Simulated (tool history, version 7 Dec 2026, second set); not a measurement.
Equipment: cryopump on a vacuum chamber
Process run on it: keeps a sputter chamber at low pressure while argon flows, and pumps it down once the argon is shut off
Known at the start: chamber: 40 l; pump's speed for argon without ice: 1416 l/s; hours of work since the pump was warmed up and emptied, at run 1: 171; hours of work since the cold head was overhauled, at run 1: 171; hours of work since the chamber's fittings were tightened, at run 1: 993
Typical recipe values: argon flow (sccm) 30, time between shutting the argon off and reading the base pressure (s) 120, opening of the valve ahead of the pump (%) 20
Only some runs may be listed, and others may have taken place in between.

run,hour,argon flow (sccm),time between shutting the argon off and reading the base pressure (s),opening of the valve ahead of the pump (%),hours of work since the pump was warmed up and emptied,hours of work since the cold head was overhauled,hours of work since the chamber's fittings were tightened,pressure while argon flows (Pa),pressure after the wait (uPa)
1,0,30,120,20,171,171,993,0.1821,1.52
2,39.9,30,120,20,192,192,1014,0.1811,1.47
3,68.6,36,120,20,207,207,1029,0.2195,1.57
4,118.8,30,120,29,234,234,1055,0.1265,1.55
5,170.8,29,120,20,261,261,1082,0.1784,1.63
6,205,30,120,20,279,279,1100,0.1821,1.52
7,238.6,30,120,20,296,296,1118,0.1822,1.57
8,301.8,30,120,20,330,330,1151,0.1835,1.58
9,363.5,30,120,20,362,362,1183,0.185,1.67
10,400.5,30,120,20,381,381,1203,0.1832,1.66
11,461.1,30,120,20,413,413,1234,0.1847,1.68
12,514.2,30,120,20,441,441,1262,0.1853,1.71
13,574.2,30,120,20,472,472,1294,0.1864,1.77
14,626.9,50,120,21,500,500,1321,0.2979,1.73
15,678,22,75,20,527,527,1348,0.1378,2.27
16,718.8,30,92,45,548,548,1370,0.0883,2.05
17,775.8,30,71,16,578,578,1399,0.2331,2.49
18,821.4,16,116,16,602,602,1423,0.1235,1.84
19,852.5,16,116,32,618,618,1440,0.0645,1.87
20,885.6,31,189,19,636,636,1457,0.2045,1.55
21,936.9,12,120,58,663,663,1484,0.0289,1.97
# hour 965.9: pump warmed up, emptied and cooled again
22,971.9,58,33,22,3,678,1500,0.3137,3.88
23,1007.4,58,33,22,22,697,1518,0.3152,3.94
24,1064.3,58,33,22,52,727,1548,0.3168,3.96
25,1122.3,58,33,22,82,757,1579,0.3192,3.85

3 ways to go on from here, each from the tool as it stands after run 25. What would each give?
A,1164.3,21,122,22,104,779,1601,?,?
B,1164.3,15,127,24,104,779,1601,?,?
C,1164.3,31,21,21,104,779,1601,?,?

run,pressure while argon flows (Pa),pressure after the wait (uPa)
A,0.1153,1.78
B,0.0762,1.71
C,0.1795,5.65
The same runs, with their run-to-run variation unchanged, on a tool lacking any hidden condition would have given:
run,pressure while argon flows (Pa),pressure after the wait (uPa)
A,0.1142,1.06
B,0.0754,1
C,0.1778,4.94
